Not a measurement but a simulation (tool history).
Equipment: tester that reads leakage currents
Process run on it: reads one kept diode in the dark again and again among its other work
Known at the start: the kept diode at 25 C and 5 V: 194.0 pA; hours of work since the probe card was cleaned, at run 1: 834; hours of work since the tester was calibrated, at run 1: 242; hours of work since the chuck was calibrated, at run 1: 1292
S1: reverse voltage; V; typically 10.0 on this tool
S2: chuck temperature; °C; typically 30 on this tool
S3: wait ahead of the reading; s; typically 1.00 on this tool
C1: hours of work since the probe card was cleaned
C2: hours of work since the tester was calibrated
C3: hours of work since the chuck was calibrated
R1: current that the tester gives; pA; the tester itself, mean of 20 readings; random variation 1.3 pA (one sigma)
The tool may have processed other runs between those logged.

| run | hour | S1 | S2 | S3 | C1 | C2 | C3 | R1 |
|---|---|---|---|---|---|---|---|---|
| 1 | 0.0 | 10.0 | 30 | 1.00 | 834 | 242 | 1292 | 465.19 |
| 2 | 23.1 | 10.0 | 30 | 1.00 | 849 | 257 | 1307 | 465.83 |
| 3 | 72.3 | 1.6 | 30 | 1.00 | 882 | 290 | 1340 | 156.49 |
| 4 | 112.8 | 1.6 | 30 | 1.00 | 909 | 317 | 1368 | 157.92 |
| 5 | 147.1 | 1.6 | 30 | 1.00 | 932 | 340 | 1391 | 156.67 |
| 6 | 173.5 | 1.6 | 30 | 1.00 | 950 | 358 | 1408 | 156.46 |
| 7 | 213.3 | 1.6 | 30 | 1.00 | 977 | 385 | 1435 | 157.53 |
| 8 | 259.2 | 1.6 | 30 | 1.00 | 1007 | 416 | 1466 | 158.06 |
| 9 | 302.2 | 10.0 | 30 | 1.00 | 1036 | 444 | 1495 | 467.21 |
| 10 | 342.0 | 2.4 | 30 | 1.00 | 1063 | 471 | 1521 | 200.27 |
| 11 | 390.0 | 2.4 | 30 | 1.00 | 1095 | 503 | 1553 | 199.70 |
| 12 | 415.9 | 2.2 | 30 | 1.00 | 1113 | 521 | 1571 | 190.68 |
| 13 | 449.8 | 10.0 | 30 | 1.00 | 1135 | 543 | 1594 | 467.60 |
| 14 | 496.9 | 10.0 | 30 | 1.00 | 1167 | 575 | 1625 | 468.42 |
| 15 | 534.1 | 10.0 | 30 | 1.00 | 1192 | 600 | 1650 | 470.46 |
| 16 | 581.6 | 10.0 | 30 | 1.00 | 1224 | 632 | 1682 | 469.97 |
| 17 | 616.8 | 10.0 | 30 | 1.00 | 1247 | 656 | 1706 | 470.52 |
| 18 | 655.2 | 10.0 | 30 | 1.00 | 1273 | 681 | 1731 | 471.65 |
| 19 | 703.0 | 10.0 | 31 | 1.00 | 1305 | 713 | 1763 | 511.75 |
| 20 | 731.3 | 10.0 | 30 | 1.00 | 1324 | 732 | 1782 | 471.88 |
|  | 738.0 | tester calibrated |
| 21 | 773.3 | 10.0 | 30 | 1.00 | 1351 | 24 | 1809 | 474.16 |
| 22 | 799.0 | 10.0 | 54 | 1.29 | 1368 | 41 | 1826 | 2887.71 |
| 23 | 840.2 | 10.0 | 23 | 2.27 | 1396 | 69 | 1854 | 266.56 |
|  | 851.8 | probe card cleaned and baked |
|  | 863.7 | tester calibrated, once more |
| 24 | 890.3 | 10.0 | 23 | 2.27 | 24 | 18 | 1884 | 260.09 |
| 25 | 916.3 | 10.0 | 23 | 2.27 | 42 | 35 | 1902 | 259.33 |
| 26 | 957.8 | 3.7 | 23 | 4.45 | 70 | 63 | 1930 | 144.77 |
| 27 | 1003.2 | 1.3 | 60 | 2.55 | 100 | 94 | 1960 | 1308.82 |
| 28 | 1051.2 | 7.9 | 40 | 1.00 | 132 | 126 | 1992 | 898.77 |
| 29 | 1095.7 | 7.9 | 40 | 1.00 | 162 | 156 | 2022 | 899.71 |
| 30 | 1118.6 | 7.9 | 40 | 1.00 | 178 | 171 | 2038 | 897.10 |
| 31 | 1164.0 | 16.8 | 30 | 1.00 | 208 | 201 | 2068 | 638.88 |
| 32 | 1198.2 | 11.8 | 58 | 1.58 | 231 | 224 | 2091 | 4199.15 |
| 33 | 1247.1 | 1.6 | 56 | 0.92 | 264 | 257 | 2124 | 1122.37 |
| 34 | 1273.9 | 14.3 | 30 | 9.83 | 282 | 275 | 2142 | 581.84 |
| 35 | 1294.4 | 14.3 | 30 | 9.83 | 296 | 289 | 2155 | 579.04 |
| 36 | 1330.9 | 14.3 | 30 | 0.65 | 320 | 313 | 2180 | 583.41 |
| 37 | 1367.5 | 1.3 | 43 | 1.00 | 345 | 338 | 2204 | 390.60 |
| 38 | 1392.6 | 11.1 | 53 | 1.00 | 361 | 355 | 2221 | 2872.87 |
| 39 | 1427.6 | 4.9 | 50 | 1.00 | 385 | 378 | 2245 | 1436.14 |
| 40 | 1476.9 | 4.9 | 50 | 1.00 | 418 | 411 | 2278 | 1424.11 |

Some steps in R1 between neighbouring runs. How much of each would the tool show without its hidden state too (settings, what came in, random variation), and how much is left for the hidden state, with any gauge scatter that isn't in both results?
Unlogged tool condition in this case: stray current of the dirty probe card, pA a volt; current scale over the true one, %; true chuck temperature over the reading, C; drift of the gauge itself on leakage_pa, %.
Run 22 -> 23: S2 54 -> 23, S3 1.29 -> 2.27. R1 -2621.15 pA: hidden state -108.37, all else -2512.78.
Run 31 -> 32: S1 16.8 -> 11.8, S2 30 -> 58, S3 1.00 -> 1.58. R1 +3560.27 pA: hidden state +159.36, all else +3400.91.
Run 32 -> 33: S1 11.8 -> 1.6, S2 58 -> 56, S3 1.58 -> 0.92. R1 -3076.78 pA: hidden state -141.92, all else -2934.86.
Run 37 -> 38: S1 1.3 -> 11.1, S2 43 -> 53. R1 +2482.27 pA: hidden state +125.32, all else +2356.95.

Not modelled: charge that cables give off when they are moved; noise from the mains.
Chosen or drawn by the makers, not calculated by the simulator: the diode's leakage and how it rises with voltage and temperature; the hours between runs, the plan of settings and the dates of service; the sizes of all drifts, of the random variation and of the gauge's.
